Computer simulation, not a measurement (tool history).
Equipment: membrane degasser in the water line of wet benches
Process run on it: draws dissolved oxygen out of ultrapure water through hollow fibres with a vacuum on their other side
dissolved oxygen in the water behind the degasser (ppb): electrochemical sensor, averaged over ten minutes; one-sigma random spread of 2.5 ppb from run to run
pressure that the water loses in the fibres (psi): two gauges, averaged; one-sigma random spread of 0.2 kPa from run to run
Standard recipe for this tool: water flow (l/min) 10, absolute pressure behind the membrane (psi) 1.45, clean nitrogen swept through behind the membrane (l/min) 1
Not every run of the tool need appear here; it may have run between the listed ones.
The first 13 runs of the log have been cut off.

run	hour	water flow (l/min)	absolute pressure behind the membrane (psi)	clean nitrogen swept through behind the membrane (l/min)	hours since the membrane was changed	hours since the vacuum gauge was calibrated	hours since the vacuum lines were made tight	dissolved oxygen in the water behind the degasser (ppb)	pressure that the water loses in the fibres (psi)
14	892.1	10	1.96	1	1205	1852	3665	330	6.093
15	932.9	10	1.45	1	1246	1893	3706	258.7	6.148
16	975.6	10	1.45	1	1288	1936	3749	258.3	6.119
17	1020.7	10	1.45	1	1334	1981	3794	259	6.102
18	1106.7	8	0.97	0.42	1420	2067	3880	196.4	4.891
19	1166.4	8	0.97	2.01	1479	2127	3940	82	4.925
20	1212.3	10	1.55	0.46	1525	2173	3986	440.5	6.118
21	1275.7	7	3.18	1.68	1588	2236	4049	222.9	4.308
22	1366.8	14	3.6	1.68	1680	2327	4140	636.8	8.566
23	1439.3	14	3.6	1.68	1752	2400	4212	637.9	8.669
24	1529.9	8	1.9	1	1843	2490	4303	237.9	4.872
25	1609.8	11	0.94	2.41	1923	2570	4383	169.2	6.754
26	1699.7	11	0.94	2.41	2012	2660	4473	164.8	6.83
27	1753.3	11	0.94	2.41	2066	2714	4527	169.8	6.782
28	1823.7	11	0.94	2.41	2137	2784	4597	168.9	6.789
29	1901.3	10	1.83	1.22	2214	2862	4674	282	6.135
30	1991.4	6	1.45	2.33	2304	2952	4765	63	3.7
31	2051.2	7	2.71	2.26	2364	3012	4824	152.7	4.312

5 ways to go on from here, each from the tool as it stands after run 31. What would each give?
A	2138.1	7	2.71	0.56	2451	3098	4911	?	?
B	2138.1	13	2.13	2.26	2451	3098	4911	?	?
C	2138.1	10	2.73	1	2451	3098	4911	?	?
D	2138.1	11	2.71	2.26	2451	3098	4911	?	?
E	2138.1	10	3.22	1	2451	3098	4911	?	?

run	dissolved oxygen in the water behind the degasser (ppb)	pressure that the water loses in the fibres (psi)
A	469.1	4.309
B	359.5	8.026
C	456	6.157
D	315.6	6.772
E	539.4	6.164
The same runs, with their run-to-run variation unchanged, on a tool lacking any hidden condition would have given:
run	dissolved oxygen in the water behind the degasser (ppb)	pressure that the water loses in the fibres (psi)
A	448.4	4.257
B	345.9	7.929
C	439	6.081
D	302.6	6.691
E	519.6	6.09

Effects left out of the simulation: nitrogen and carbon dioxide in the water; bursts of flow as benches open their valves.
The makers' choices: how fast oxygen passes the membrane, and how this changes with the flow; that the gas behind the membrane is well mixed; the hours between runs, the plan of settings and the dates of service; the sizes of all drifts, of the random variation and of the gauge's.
